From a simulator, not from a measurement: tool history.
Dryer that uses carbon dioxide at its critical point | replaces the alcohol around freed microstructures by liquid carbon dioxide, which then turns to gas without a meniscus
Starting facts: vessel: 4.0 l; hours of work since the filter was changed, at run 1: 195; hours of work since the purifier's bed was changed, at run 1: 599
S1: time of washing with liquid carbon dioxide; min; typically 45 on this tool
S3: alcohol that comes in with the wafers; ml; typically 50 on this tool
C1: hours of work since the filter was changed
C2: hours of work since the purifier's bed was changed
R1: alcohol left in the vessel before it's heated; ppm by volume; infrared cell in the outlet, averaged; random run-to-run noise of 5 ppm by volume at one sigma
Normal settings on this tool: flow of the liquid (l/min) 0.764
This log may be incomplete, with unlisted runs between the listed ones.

Run 1, hour 0: usual settings; C1 195; C2 599. Result: R1 152 ppm by volume.
Run 2, hour 19.1: usual settings; C1 209; C2 613. Result: R1 165 ppm by volume.
Run 3, hour 35.5: usual settings but S3 20 ml; C1 220; C2 624. Result: R1 171 ppm by volume.
Run 4, hour 52.2: usual settings but S3 20 ml; C1 232; C2 636. Result: R1 162 ppm by volume.
Run 5, hour 62.3: usual settings but S3 20 ml; C1 239; C2 643. Result: R1 160 ppm by volume.
Run 6, hour 79.3: usual settings but S3 20 ml; C1 251; C2 655. Result: R1 167 ppm by volume.
Run 7, hour 91.3: usual settings but S3 20 ml; C1 259; C2 663. Result: R1 176 ppm by volume.
Run 8, hour 102.4: usual settings; C1 267; C2 671. Result: R1 189 ppm by volume.
Run 9, hour 114: usual settings but flow of the liquid (l/min) 0.744; C1 275; C2 679. Result: R1 183 ppm by volume.
Run 10, hour 132.6: usual settings; C1 288; C2 692. Result: R1 196 ppm by volume.
Run 11, hour 143.6: usual settings but flow of the liquid (l/min) 0.804; C1 296; C2 700. Result: R1 178 ppm by volume.
Run 12, hour 154.1: usual settings but flow of the liquid (l/min) 0.804; C1 303; C2 707. Result: R1 198 ppm by volume.
Run 13, hour 170.7: usual settings but flow of the liquid (l/min) 0.804, S3 93 ml; C1 315; C2 719. Result: R1 199 ppm by volume.
Run 14, hour 187.4: usual settings but flow of the liquid (l/min) 0.804, S3 93 ml; C1 327; C2 731. Result: R1 199 ppm by volume.

Expected results for the next run?
Run 15, hour 205.5: usual settings but S1 67 min, flow of the liquid (l/min) 0.528, S3 61 ml; C1 339; C2 743. Result: R1 ?.

R1: 199 ppm by volume
Had the tool carried no hidden state, the very same run would have given R1 7 ppm by volume.
